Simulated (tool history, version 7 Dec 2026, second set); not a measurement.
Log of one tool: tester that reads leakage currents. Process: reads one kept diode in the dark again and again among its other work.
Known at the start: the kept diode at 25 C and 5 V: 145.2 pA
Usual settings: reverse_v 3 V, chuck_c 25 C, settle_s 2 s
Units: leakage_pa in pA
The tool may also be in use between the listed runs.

{"run": 1, "day": 0.0, "reverse_v": 3, "chuck_c": 25, "settle_s": 2, "leakage_pa": 125.02}
{"run": 2, "day": 2.654, "reverse_v": 3, "chuck_c": 25, "settle_s": 2, "leakage_pa": 125.11}
{"run": 3, "day": 6.142, "reverse_v": 3, "chuck_c": 25, "settle_s": 2, "leakage_pa": 125.85}
{"run": 4, "day": 9.883, "reverse_v": 3, "chuck_c": 25, "settle_s": 2, "leakage_pa": 126.73}
{"run": 5, "day": 12.346, "reverse_v": 2.42, "chuck_c": 25, "settle_s": 2, "leakage_pa": 117.94}
{"run": 6, "day": 15.208, "reverse_v": 3, "chuck_c": 25, "settle_s": 2, "leakage_pa": 128.08}
{"run": 7, "day": 18.762, "reverse_v": 14.25, "chuck_c": 25, "settle_s": 2, "leakage_pa": 227.35}
{"run": 8, "day": 21.288, "reverse_v": 14.25, "chuck_c": 25, "settle_s": 2, "leakage_pa": 228.5}
{"run": 9, "day": 24.95, "reverse_v": 14.25, "chuck_c": 25, "settle_s": 2, "leakage_pa": 231.01}
{"run": 10, "day": 27.312, "reverse_v": 14.25, "chuck_c": 25, "settle_s": 2, "leakage_pa": 231.98}
{"run": 11, "day": 31.2, "reverse_v": 14.25, "chuck_c": 25, "settle_s": 2, "leakage_pa": 232.94}
{"run": 12, "day": 34.079, "reverse_v": 14.25, "chuck_c": 25, "settle_s": 2, "leakage_pa": 234.23}
{"run": 13, "day": 37.075, "reverse_v": 14.25, "chuck_c": 25, "settle_s": 2, "leakage_pa": 235.06}
{"run": 14, "day": 39.925, "reverse_v": 14.25, "chuck_c": 25, "settle_s": 2, "leakage_pa": 236.67}
{"run": 15, "day": 43.583, "reverse_v": 14.25, "chuck_c": 25, "settle_s": 2, "leakage_pa": 237.42}
{"run": 16, "day": 47.396, "reverse_v": 3, "chuck_c": 32, "settle_s": 2, "leakage_pa": 256.91}
{"run": 17, "day": 50.95, "reverse_v": 1.91, "chuck_c": 32, "settle_s": 2, "leakage_pa": 219.41}
{"run": 18, "day": 54.692, "reverse_v": 1.91, "chuck_c": 32, "settle_s": 2, "leakage_pa": 219.74}
{"day": 55.1, "done": "chuck's temperature calibrated"}
{"run": 19, "day": 56.608, "reverse_v": 6.8, "chuck_c": 53, "settle_s": 1.42, "leakage_pa": 1844.45}
{"run": 20, "day": 60.446, "reverse_v": 7.23, "chuck_c": 32, "settle_s": 2, "leakage_pa": 323.35}
{"run": 21, "day": 63.925, "reverse_v": 3, "chuck_c": 30, "settle_s": 2.79, "leakage_pa": 197.96}
{"run": 22, "day": 66.879, "reverse_v": 3.22, "chuck_c": 25, "settle_s": 0.61, "leakage_pa": 129.52}
{"run": 23, "day": 69.908, "reverse_v": 3.22, "chuck_c": 25, "settle_s": 0.61, "leakage_pa": 129.93}
{"run": 24, "day": 73.254, "reverse_v": 7.4, "chuck_c": 25, "settle_s": 8.84, "leakage_pa": 175.08}
{"run": 25, "day": 76.458, "reverse_v": 3, "chuck_c": 25, "settle_s": 2, "leakage_pa": 127.35}
{"run": 26, "day": 79.546, "reverse_v": 3, "chuck_c": 25, "settle_s": 2, "leakage_pa": 128.03}
{"run": 27, "day": 83.492, "reverse_v": 3, "chuck_c": 25, "settle_s": 6.36, "leakage_pa": 128.53}
{"run": 28, "day": 85.325, "reverse_v": 3, "chuck_c": 25, "settle_s": 5.46, "leakage_pa": 127.99}
{"run": 29, "day": 88.696, "reverse_v": 3, "chuck_c": 21, "settle_s": 6.49, "leakage_pa": 88.13}
{"run": 30, "day": 91.304, "reverse_v": 3, "chuck_c": 40, "settle_s": 2, "leakage_pa": 498.84}
{"run": 31, "day": 94.917, "reverse_v": 3, "chuck_c": 40, "settle_s": 2, "leakage_pa": 499.32}
{"run": 32, "day": 98.717, "reverse_v": 3, "chuck_c": 25, "settle_s": 1.05, "leakage_pa": 133.07}
{"run": 33, "day": 102.408, "reverse_v": 3, "chuck_c": 27, "settle_s": 7.21, "leakage_pa": 159.54}

Forecast each of these 4 alternatives for the next run:
{"run": "A", "day": 104.621, "reverse_v": 1.44, "chuck_c": 30, "settle_s": 2.69, "leakage_pa": "?"}
{"run": "B", "day": 104.621, "reverse_v": 4.27, "chuck_c": 23, "settle_s": 6.96, "leakage_pa": "?"}
{"run": "C", "day": 104.621, "reverse_v": 6.98, "chuck_c": 35, "settle_s": 6.84, "leakage_pa": "?"}
{"run": "D", "day": 104.621, "reverse_v": 10.52, "chuck_c": 26, "settle_s": 2, "leakage_pa": "?"}

run=A leakage_pa=161.94
run=B leakage_pa=124.87
run=C leakage_pa=446.38
run=D leakage_pa=231.75
Without the tool's hidden state the same runs would have given:
run=A leakage_pa=148.96
run=B leakage_pa=113.24
run=C leakage_pa=410.38
run=D leakage_pa=209.56
